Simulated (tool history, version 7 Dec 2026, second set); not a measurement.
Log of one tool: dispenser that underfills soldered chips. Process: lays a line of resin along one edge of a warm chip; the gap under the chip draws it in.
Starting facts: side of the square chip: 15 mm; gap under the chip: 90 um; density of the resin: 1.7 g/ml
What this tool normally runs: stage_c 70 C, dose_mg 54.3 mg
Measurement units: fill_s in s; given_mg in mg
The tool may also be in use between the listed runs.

run	hour	stage_c	dose_mg	fill_s	given_mg
1	0.0	70	54.3	242.9	51.93
# hour 1.3: new syringe of resin
2	2.9	70	69.6	127.7	66.86
3	7.0	70	54.3	164.3	52.04
4	11.4	70	67.0	211.4	64.26
5	14.4	70	67.0	247.4	63.81
# hour 15.0: new syringe of resin
6	17.9	66	67.0	167.0	63.94
7	23.7	66	67.0	232.5	63.40
# hour 29.0: new syringe of resin
8	29.6	70	54.3	124.8	51.40
9	33.0	70	54.3	148.6	51.46
10	37.2	70	54.3	191.5	51.18
11	40.9	70	54.3	235.7	50.95
# hour 42.6: new syringe of resin
12	46.1	70	54.3	145.1	50.82
13	49.5	70	54.3	173.7	50.82
14	53.7	70	54.3	224.4	50.69
# hour 56.2: new syringe of resin
15	57.8	70	54.3	132.2	50.63
16	62.4	70	54.3	169.5	50.64

Run 17 has not been measured yet. What should we expect?
17	66.9	70	60.2	?	?

{"run 17": {"fill_s": 220.2, "given_mg": 55.7}}
With the hidden condition absent and the run-to-run variation left alone, this run would have shown fill_s 121.5 s, given_mg 60.20 mg.
